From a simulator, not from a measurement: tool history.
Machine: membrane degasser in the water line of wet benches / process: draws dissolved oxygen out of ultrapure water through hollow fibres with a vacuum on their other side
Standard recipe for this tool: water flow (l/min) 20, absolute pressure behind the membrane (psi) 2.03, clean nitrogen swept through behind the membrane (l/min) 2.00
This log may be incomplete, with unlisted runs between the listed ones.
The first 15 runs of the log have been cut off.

run     day  water flow (l/min)  absolute pressure behind the membrane (psi)  clean nitrogen swept through behind the membrane (l/min)  hours since the membrane was changed  hours since the vacuum gauge was calibrated  hours since the vacuum lines were made tight  dissolved oxygen in the water behind the degasser (ppb)  pressure that the water loses in the fibres (psi)
     17.842  -- vacuum gauge calibrated
 16  19.183                  20                                         2.03                                                      2.00                                   574                                           32                                          2018                                                    317.0                                              8.066
 17  20.946                  30                                         2.03                                                      2.00                                   616                                           74                                          2061                                                    586.2                                             11.998
 18  22.646                  16                                         2.03                                                      4.76                                   657                                          115                                          2101                                                    115.1                                              6.399
 19  24.146                  16                                         2.03                                                      4.76                                   693                                          151                                          2137                                                    116.6                                              6.438
 20  26.058                  20                                         2.16                                                      3.43                                   739                                          197                                          2183                                                    229.3                                              7.996
     26.796  -- vacuum gauge calibrated, once more
 21  27.500                  31                                         3.41                                                      2.00                                   773                                           17                                          2217                                                    890.0                                             12.440
 22  28.996                  12                                         2.03                                                      1.93                                   809                                           53                                          2253                                                    165.3                                              4.812
 23  30.338                  20                                         2.03                                                      2.94                                   841                                           85                                          2286                                                    235.8                                              8.061
 24  31.208                  12                                         2.03                                                      2.94                                   862                                          106                                          2306                                                    114.7                                              4.859
 25  32.000                  12                                         2.03                                                      2.94                                   881                                          125                                          2325                                                    112.5                                              4.780
 26  33.108                  12                                         2.03                                                      2.94                                   908                                          152                                          2352                                                    114.2                                              4.827
 27  33.983                  26                                         2.03                                                      2.00                                   929                                          173                                          2373                                                    463.3                                             10.498
 28  35.912                  25                                         3.15                                                      2.19                                   975                                          219                                          2419                                                    604.0                                             10.090
 29  37.183                  25                                         1.46                                                      4.35                                  1005                                          249                                          2450                                                    233.4                                             10.032
 30  39.075                  25                                         1.46                                                      4.35                                  1051                                          295                                          2495                                                    234.7                                             10.158
 31  40.488                  31                                         4.28                                                      2.00                                  1085                                          329                                          2529                                                   1064.2                                             12.494

Consider 5 possible next runs. They are alternatives, not a sequence: every one starts from the tool as it was left by run 31. What does each give?
  A  41.996                  30                                         1.48                                                      1.89                                  1121                                          365                                          2565                                                        ?                                                  ?
  B  41.996                  17                                         3.55                                                      1.04                                  1121                                          365                                          2565                                                        ?                                                  ?
  C  41.996                  14                                         4.28                                                      2.00                                  1121                                          365                                          2565                                                        ?                                                  ?
  D  41.996                  27                                         3.73                                                      2.00                                  1121                                          365                                          2565                                                        ?                                                  ?
  E  41.996                  24                                         3.83                                                      2.00                                  1121                                          365                                          2565                                                        ?                                                  ?

run  dissolved oxygen in the water behind the degasser (ppb)  pressure that the water loses in the fibres (psi)
  A                                                    482.8                                             11.977
  B                                                    764.2                                              6.747
  C                                                    443.0                                              5.601
  D                                                    816.3                                             10.902
  E                                                    707.1                                              9.526
Take away the tool's hidden state, keep each run's random variation, and the runs would have read:
run  dissolved oxygen in the water behind the degasser (ppb)  pressure that the water loses in the fibres (psi)
  A                                                    477.1                                             11.887
  B                                                    758.1                                              6.696
  C                                                    436.8                                              5.559
  D                                                    809.0                                             10.820
  E                                                    700.6                                              9.454
